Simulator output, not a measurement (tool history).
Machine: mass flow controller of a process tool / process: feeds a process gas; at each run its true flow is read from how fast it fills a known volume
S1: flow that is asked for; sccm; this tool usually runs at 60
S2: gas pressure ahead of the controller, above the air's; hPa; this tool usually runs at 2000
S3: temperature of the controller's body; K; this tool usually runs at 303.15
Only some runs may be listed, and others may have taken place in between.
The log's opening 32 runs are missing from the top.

-- day=281.062 controller's zero set anew, once more
run 33 day=286.608 | S1=137 S2=2120 S3=303.15 | true_flow_(%)=100.86
run 34 day=297.988 | S1=163 S2=2120 S3=300.15 | true_flow_(%)=100.93
run 35 day=304.567 | S1=90 S2=1410 S3=302.15 | true_flow_(%)=99.73
run 36 day=317.704 | S1=60 S2=1620 S3=303.15 | true_flow_(%)=99.63
run 37 day=326.696 | S1=60 S2=1620 S3=303.15 | true_flow_(%)=99.71
run 38 day=332.962 | S1=39 S2=1620 S3=303.15 | true_flow_(%)=99.67
run 39 day=341.954 | S1=96 S2=2000 S3=303.15 | true_flow_(%)=100.51
run 40 day=350.246 | S1=50 S2=2000 S3=306.15 | true_flow_(%)=100.54
run 41 day=359.138 | S1=89 S2=1430 S3=306.15 | true_flow_(%)=100.40
run 42 day=369.621 | S1=32 S2=1870 S3=307.15 | true_flow_(%)=100.89
run 43 day=378.533 | S1=32 S2=1870 S3=307.15 | true_flow_(%)=101.09
run 44 day=386.938 | S1=41 S2=2000 S3=302.15 | true_flow_(%)=100.65
run 45 day=396.167 | S1=41 S2=2000 S3=302.15 | true_flow_(%)=100.97
run 46 day=402.029 | S1=27 S2=1450 S3=302.15 | true_flow_(%)=101.06
run 47 day=411.262 | S1=150 S2=1590 S3=302.15 | true_flow_(%)=101.39
run 48 day=418.942 | S1=123 S2=2180 S3=300.15 | true_flow_(%)=101.45
run 49 day=430.000 | S1=71 S2=2250 S3=303.15 | true_flow_(%)=101.40

Each row is a separate what-if for the run after 49, all from the same tool condition, not one after another. Results?
run A day=438.633 | S1=60 S2=1620 S3=293.15 | true_flow_(%)=?
run B day=438.633 | S1=71 S2=1760 S3=303.15 | true_flow_(%)=?
run C day=438.633 | S1=110 S2=2490 S3=308.15 | true_flow_(%)=?

run=A true_flow_(%)=100.55
run=B true_flow_(%)=101.15
run=C true_flow_(%)=102.09
What these runs would have given with no unlogged condition in the tool:
run=A true_flow_(%)=97.49
run=B true_flow_(%)=98.29
run=C true_flow_(%)=99.61
